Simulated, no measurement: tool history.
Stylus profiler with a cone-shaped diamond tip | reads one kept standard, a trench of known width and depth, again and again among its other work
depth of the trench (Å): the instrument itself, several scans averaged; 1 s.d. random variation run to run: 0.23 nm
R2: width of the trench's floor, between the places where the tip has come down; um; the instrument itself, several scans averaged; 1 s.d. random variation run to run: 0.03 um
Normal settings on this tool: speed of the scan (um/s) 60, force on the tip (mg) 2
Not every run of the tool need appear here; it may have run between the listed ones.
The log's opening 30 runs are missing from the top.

Run 31, hour 1376: usual settings but force on the tip (mg) 3.08. Result: depth of the trench (Å) 10160.2, R2 16.42 um.
Run 32, hour 1403.2: usual settings but speed of the scan (um/s) 15, force on the tip (mg) 2.22. Result: depth of the trench (Å) 10134.4, R2 16.5 um.
Run 33, hour 1429.1: usual settings but speed of the scan (um/s) 15, force on the tip (mg) 2.22. Result: depth of the trench (Å) 10134.9, R2 16.47 um.
Run 34, hour 1486.2: usual settings but speed of the scan (um/s) 58, force on the tip (mg) 4.91. Result: depth of the trench (Å) 10222.3, R2 16.39 um.
Run 35, hour 1540.3: usual settings but speed of the scan (um/s) 45, force on the tip (mg) 2.35. Result: depth of the trench (Å) 10139.1, R2 16.39 um.
Run 36, hour 1565.8: usual settings but speed of the scan (um/s) 65. Result: depth of the trench (Å) 10124.9, R2 16.31 um.
Run 37, hour 1611.9: usual settings but speed of the scan (um/s) 48, force on the tip (mg) 5.32. Result: depth of the trench (Å) 10241.9, R2 16.44 um.
Run 38, hour 1652.6: usual settings but speed of the scan (um/s) 61, force on the tip (mg) 0.91. Result: depth of the trench (Å) 10073.4, R2 16.27 um.
At hour 1662.6: height scale calibrated on a step standard.
Run 39, hour 1715.4: usual settings but speed of the scan (um/s) 61, force on the tip (mg) 0.91. Result: depth of the trench (Å) 10071.5, R2 16.28 um.
Run 40, hour 1741.9: usual settings but speed of the scan (um/s) 61, force on the tip (mg) 0.91. Result: depth of the trench (Å) 10074.3, R2 16.2 um.
Run 41, hour 1775.3: usual settings but speed of the scan (um/s) 61, force on the tip (mg) 0.91. Result: depth of the trench (Å) 10079.2, R2 16.38 um.
Run 42, hour 1835.1: usual settings but speed of the scan (um/s) 27, force on the tip (mg) 4.36. Result: depth of the trench (Å) 10209.8, R2 16.46 um.
Run 43, hour 1895.8: usual settings but speed of the scan (um/s) 234, force on the tip (mg) 4.09. Result: depth of the trench (Å) 10199, R2 16.01 um.
Run 44, hour 1958.6: usual settings but speed of the scan (um/s) 234, force on the tip (mg) 4.09. Result: depth of the trench (Å) 10199.9, R2 15.98 um.

Each row is a separate what-if for the run after 44, all from the same tool condition, not one after another. Results?
Run A, hour 1985.4: usual settings but speed of the scan (um/s) 53, force on the tip (mg) 0.72. Result: depth of the trench (Å) ?, R2 ?.
Run B, hour 1985.4: usual settings but speed of the scan (um/s) 113, force on the tip (mg) 3.14. Result: depth of the trench (Å) ?, R2 ?.
Run C, hour 1985.4: usual settings but speed of the scan (um/s) 112, force on the tip (mg) 1.69. Result: depth of the trench (Å) ?, R2 ?.
Run D, hour 1985.4: usual settings but speed of the scan (um/s) 19, force on the tip (mg) 5.25. Result: depth of the trench (Å) ?, R2 ?.
Run E, hour 1985.4: usual settings but speed of the scan (um/s) 94, force on the tip (mg) 0.67. Result: depth of the trench (Å) ?, R2 ?.

run  depth of the trench (Å)     R2
  A                  10058.2  16.26
  B                  10167.7   16.2
  C                  10109.8  16.21
  D                  10237.6   16.5
  E                  10057.5  15.98
With no hidden state in the tool, these same runs would have given:
run  depth of the trench (Å)     R2
  A                  10058.2  16.27
  B                  10167.7  16.21
  C                  10109.8  16.21
  D                  10237.6   16.5
  E                  10057.5  15.99
